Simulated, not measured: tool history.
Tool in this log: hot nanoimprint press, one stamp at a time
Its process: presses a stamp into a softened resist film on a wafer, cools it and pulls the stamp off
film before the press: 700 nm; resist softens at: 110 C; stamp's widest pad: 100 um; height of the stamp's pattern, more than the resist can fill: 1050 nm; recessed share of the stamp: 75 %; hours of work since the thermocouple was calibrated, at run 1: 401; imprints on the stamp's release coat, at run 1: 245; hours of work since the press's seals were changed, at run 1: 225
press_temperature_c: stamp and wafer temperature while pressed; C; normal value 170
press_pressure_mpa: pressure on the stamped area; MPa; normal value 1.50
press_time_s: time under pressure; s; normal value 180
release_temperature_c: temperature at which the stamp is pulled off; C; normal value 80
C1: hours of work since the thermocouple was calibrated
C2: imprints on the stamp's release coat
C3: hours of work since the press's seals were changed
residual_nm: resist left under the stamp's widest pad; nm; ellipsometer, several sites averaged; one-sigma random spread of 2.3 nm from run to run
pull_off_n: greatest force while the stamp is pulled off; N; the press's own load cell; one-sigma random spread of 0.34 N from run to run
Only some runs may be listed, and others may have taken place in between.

run 1 hour=0.0 | press_temperature_c=170 press_pressure_mpa=1.50 press_time_s=180 release_temperature_c=80 | C1=401 C2=245 C3=225 | residual_nm=383.4 pull_off_n=112.0
run 2 hour=9.8 | press_temperature_c=170 press_pressure_mpa=1.50 press_time_s=180 release_temperature_c=80 | C1=406 C2=260 C3=229 | residual_nm=388.1 pull_off_n=112.5
run 3 hour=24.5 | press_temperature_c=170 press_pressure_mpa=1.50 press_time_s=180 release_temperature_c=80 | C1=413 C2=282 C3=236 | residual_nm=386.7 pull_off_n=113.0
run 4 hour=31.8 | press_temperature_c=170 press_pressure_mpa=1.50 press_time_s=180 release_temperature_c=80 | C1=416 C2=293 C3=240 | residual_nm=386.3 pull_off_n=113.0
run 5 hour=42.4 | press_temperature_c=170 press_pressure_mpa=1.50 press_time_s=180 release_temperature_c=78 | C1=421 C2=309 C3=245 | residual_nm=388.3 pull_off_n=116.5
run 6 hour=53.7 | press_temperature_c=170 press_pressure_mpa=1.50 press_time_s=180 release_temperature_c=77 | C1=426 C2=326 C3=250 | residual_nm=384.3 pull_off_n=117.7
run 7 hour=66.3 | press_temperature_c=170 press_pressure_mpa=1.50 press_time_s=180 release_temperature_c=77 | C1=432 C2=345 C3=256 | residual_nm=384.6 pull_off_n=118.3
run 8 hour=77.2 | press_temperature_c=170 press_pressure_mpa=1.50 press_time_s=180 release_temperature_c=77 | C1=437 C2=362 C3=261 | residual_nm=384.6 pull_off_n=119.1
run 9 hour=88.2 | press_temperature_c=170 press_pressure_mpa=1.50 press_time_s=180 release_temperature_c=77 | C1=442 C2=379 C3=266 | residual_nm=382.7 pull_off_n=119.0
run 10 hour=96.0 | press_temperature_c=170 press_pressure_mpa=1.50 press_time_s=180 release_temperature_c=80 | C1=446 C2=390 C3=270 | residual_nm=383.5 pull_off_n=113.6
run 11 hour=106.8 | press_temperature_c=170 press_pressure_mpa=1.50 press_time_s=180 release_temperature_c=80 | C1=451 C2=407 C3=275 | residual_nm=383.2 pull_off_n=113.8
run 12 hour=113.5 | press_temperature_c=170 press_pressure_mpa=1.50 press_time_s=180 release_temperature_c=80 | C1=454 C2=417 C3=278 | residual_nm=383.2 pull_off_n=113.7
run 13 hour=121.2 | press_temperature_c=170 press_pressure_mpa=1.84 press_time_s=180 release_temperature_c=80 | C1=458 C2=429 C3=281 | residual_nm=352.8 pull_off_n=114.6
run 14 hour=132.9 | press_temperature_c=161 press_pressure_mpa=1.50 press_time_s=180 release_temperature_c=67 | C1=463 C2=447 C3=287 | residual_nm=573.2 pull_off_n=137.5
run 15 hour=140.1 | press_temperature_c=160 press_pressure_mpa=1.53 press_time_s=191 release_temperature_c=80 | C1=467 C2=458 C3=290 | residual_nm=581.9 pull_off_n=115.0
run 16 hour=153.8 | press_temperature_c=160 press_pressure_mpa=1.53 press_time_s=191 release_temperature_c=80 | C1=473 C2=478 C3=297 | residual_nm=582.7 pull_off_n=114.2
run 17 hour=164.6 | press_temperature_c=169 press_pressure_mpa=0.92 press_time_s=130 release_temperature_c=80 | C1=478 C2=495 C3=302 | residual_nm=521.0 pull_off_n=114.9
run 18 hour=171.0 | press_temperature_c=169 press_pressure_mpa=0.92 press_time_s=130 release_temperature_c=80 | C1=481 C2=504 C3=305 | residual_nm=522.1 pull_off_n=115.3
run 19 hour=184.0 | press_temperature_c=178 press_pressure_mpa=2.16 press_time_s=130 release_temperature_c=75 | C1=487 C2=524 C3=311 | residual_nm=227.2 pull_off_n=123.8
run 20 hour=196.0 | press_temperature_c=178 press_pressure_mpa=1.13 press_time_s=190 release_temperature_c=75 | C1=493 C2=542 C3=316 | residual_nm=271.7 pull_off_n=124.5

Expected results for the next run?
run 21 hour=204.0 | press_temperature_c=178 press_pressure_mpa=2.36 press_time_s=133 release_temperature_c=75 | C1=496 C2=555 C3=320 | residual_nm=? pull_off_n=?

For run 21 the tool returned residual_nm 215.9 nm, pull_off_n 124.4 N.
On a tool with no hidden condition, and with the same random variation, this run would have come out at residual_nm 216.7 nm, pull_off_n 121.0 N.
